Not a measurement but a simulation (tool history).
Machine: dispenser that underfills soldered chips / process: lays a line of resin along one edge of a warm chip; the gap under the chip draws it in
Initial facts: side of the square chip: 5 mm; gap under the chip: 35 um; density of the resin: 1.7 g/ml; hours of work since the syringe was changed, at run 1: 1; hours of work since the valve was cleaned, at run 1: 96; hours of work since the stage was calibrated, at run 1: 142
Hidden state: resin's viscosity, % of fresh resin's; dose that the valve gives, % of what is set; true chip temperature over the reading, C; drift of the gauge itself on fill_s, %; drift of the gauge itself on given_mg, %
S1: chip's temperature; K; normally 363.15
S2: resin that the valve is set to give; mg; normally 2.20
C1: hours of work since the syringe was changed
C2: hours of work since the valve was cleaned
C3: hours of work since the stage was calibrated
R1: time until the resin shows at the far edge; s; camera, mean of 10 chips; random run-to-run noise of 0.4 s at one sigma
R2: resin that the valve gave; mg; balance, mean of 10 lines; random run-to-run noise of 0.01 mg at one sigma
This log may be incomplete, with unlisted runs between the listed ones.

Run 1, hour 0.0: usual settings; C1 1; C2 96; C3 142. Result: R1 29.8 s, R2 2.01 mg.
Run 2, hour 2.8: usual settings; C1 3; C2 98; C3 144. Result: R1 34.4 s, R2 1.98 mg.
Run 3, hour 8.0: usual settings; C1 6; C2 102; C3 148. Result: R1 44.5 s, R2 1.98 mg.
At hour 11.0: new syringe of resin.
At hour 12.0: dispensing valve cleaned and set on the balance.
Run 4, hour 14.6: usual settings; C1 2; C2 2; C3 152. Result: R1 31.9 s, R2 2.21 mg.
Run 5, hour 18.5: usual settings; C1 5; C2 5; C3 154. Result: R1 38.5 s, R2 2.20 mg.
Run 6, hour 21.5: usual settings; C1 7; C2 7; C3 156. Result: R1 44.9 s, R2 2.17 mg.
At hour 23.9: new syringe of resin.
Run 7, hour 26.5: usual settings; C1 2; C2 10; C3 160. Result: R1 31.9 s, R2 2.18 mg.
Run 8, hour 31.1: usual settings; C1 5; C2 13; C3 163. Result: R1 40.2 s, R2 2.16 mg.
At hour 35.9: new syringe of resin.
Run 9, hour 36.6: usual settings; C1 0; C2 17; C3 167. Result: R1 28.7 s, R2 2.16 mg.
Run 10, hour 38.9: usual settings; C1 2; C2 19; C3 168. Result: R1 31.3 s, R2 2.14 mg.
Run 11, hour 41.7: usual settings; C1 4; C2 21; C3 170. Result: R1 38.2 s, R2 2.16 mg.
Run 12, hour 45.1: usual settings; C1 6; C2 23; C3 173. Result: R1 43.8 s, R2 2.15 mg.
At hour 47.9: new syringe of resin.
Run 13, hour 50.8: usual settings but S2 2.90 mg; C1 2; C2 27; C3 176. Result: R1 31.7 s, R2 2.83 mg.
Run 14, hour 56.3: usual settings but S1 350.15 K; C1 6; C2 31; C3 180. Result: R1 70.9 s, R2 2.13 mg.
At hour 60.0: new syringe of resin.
Run 15, hour 60.5: usual settings but S1 350.15 K; C1 0; C2 33; C3 183. Result: R1 47.2 s, R2 2.12 mg.
Run 16, hour 65.3: usual settings; C1 4; C2 37; C3 186. Result: R1 36.7 s, R2 2.13 mg.
Run 17, hour 67.6: usual settings; C1 5; C2 38; C3 188. Result: R1 41.8 s, R2 2.12 mg.
Run 18, hour 70.1: usual settings; C1 7; C2 40; C3 190. Result: R1 47.2 s, R2 2.13 mg.
At hour 72.1: new syringe of resin.
Run 19, hour 74.9: usual settings but S1 355.15 K, S2 1.98 mg; C1 2; C2 43; C3 193. Result: R1 44.4 s, R2 1.88 mg.
Run 20, hour 79.6: usual settings but S1 355.15 K, S2 1.98 mg; C1 5; C2 47; C3 196. Result: R1 58.1 s, R2 1.89 mg.
Run 21, hour 82.4: usual settings but S1 374.15 K, S2 1.98 mg; C1 7; C2 49; C3 198. Result: R1 33.3 s, R2 1.90 mg.
At hour 84.2: new syringe of resin.
Run 22, hour 86.5: usual settings but S1 373.15 K, S2 2.48 mg; C1 2; C2 51; C3 201. Result: R1 21.7 s, R2 2.35 mg.
Run 23, hour 89.1: usual settings but S1 369.15 K, S2 2.27 mg; C1 3; C2 53; C3 203. Result: R1 29.8 s, R2 2.16 mg.
Run 24, hour 94.5: usual settings but S1 369.15 K, S2 2.27 mg; C1 7; C2 57; C3 207. Result: R1 37.9 s, R2 2.14 mg.
At hour 96.3: new syringe of resin.
Run 25, hour 99.2: usual settings but S1 369.15 K, S2 2.27 mg; C1 2; C2 60; C3 210. Result: R1 26.4 s, R2 2.13 mg.
Run 26, hour 104.9: usual settings but S1 369.15 K, S2 2.27 mg; C1 6; C2 64; C3 214. Result: R1 34.5 s, R2 2.13 mg.
At hour 108.4: new syringe of resin.
Run 27, hour 109.3: usual settings but S1 349.15 K, S2 2.19 mg; C1 1; C2 67; C3 217. Result: R1 51.4 s, R2 2.05 mg.
Run 28, hour 112.5: usual settings but S1 349.15 K, S2 2.02 mg; C1 3; C2 69; C3 219. Result: R1 62.4 s, R2 1.91 mg.
Run 29, hour 115.6: usual settings but S1 371.15 K, S2 2.16 mg; C1 5; C2 71; C3 221. Result: R1 30.8 s, R2 1.99 mg.
Run 30, hour 119.3: usual settings but S1 374.15 K, S2 1.90 mg; C1 8; C2 74; C3 224. Result: R1 36.4 s, R2 1.76 mg.
At hour 120.7: new syringe of resin.
Run 31, hour 122.8: usual settings but S1 374.15 K, S2 1.90 mg; C1 1; C2 76; C3 226. Result: R1 22.3 s, R2 1.78 mg.
Run 32, hour 126.5: usual settings but S1 353.15 K, S2 2.69 mg; C1 4; C2 79; C3 228. Result: R1 53.2 s, R2 2.46 mg.
Run 33, hour 130.9: usual settings but S1 355.15 K, S2 2.35 mg; C1 7; C2 82; C3 232. Result: R1 64.3 s, R2 2.17 mg.
At hour 132.9: new syringe of resin.
Run 34, hour 134.0: usual settings but S1 355.15 K, S2 2.77 mg; C1 1; C2 84; C3 234. Result: R1 38.8 s, R2 2.54 mg.
Run 35, hour 138.1: usual settings but S1 368.15 K, S2 2.74 mg; C1 4; C2 87; C3 236. Result: R1 29.8 s, R2 2.50 mg.
Run 36, hour 142.6: usual settings but S1 368.15 K, S2 2.74 mg; C1 7; C2 90; C3 240. Result: R1 37.5 s, R2 2.50 mg.

4 options for the next run, each taken on its own from the tool as it stands now. Forecast them:
At hour 144.9: new syringe of resin.
Run A, hour 148.2: usual settings but S1 352.15 K, S2 1.98 mg; C1 2; C2 94; C3 243. Result: R1 ?, R2 ?.
At hour 144.9: new syringe of resin.
Run B, hour 148.2: usual settings but S2 2.17 mg; C1 2; C2 94; C3 243. Result: R1 ?, R2 ?.
At hour 144.9: new syringe of resin.
Run C, hour 148.2: usual settings but S1 362.15 K, S2 2.74 mg; C1 2; C2 94; C3 243. Result: R1 ?, R2 ?.
At hour 144.9: new syringe of resin.
Run D, hour 148.2: usual settings but S1 364.15 K, S2 2.74 mg; C1 2; C2 94; C3 243. Result: R1 ?, R2 ?.

run    R1    R2
  A  53.7  1.78
  B  34.7  1.99
  C  34.0  2.49
  D  32.0  2.49
Had the tool no hidden state, the same runs would have come out as:
run    R1    R2
  A  40.9  1.96
  B  26.8  2.19
  C  26.6  2.74
  D  25.1  2.74

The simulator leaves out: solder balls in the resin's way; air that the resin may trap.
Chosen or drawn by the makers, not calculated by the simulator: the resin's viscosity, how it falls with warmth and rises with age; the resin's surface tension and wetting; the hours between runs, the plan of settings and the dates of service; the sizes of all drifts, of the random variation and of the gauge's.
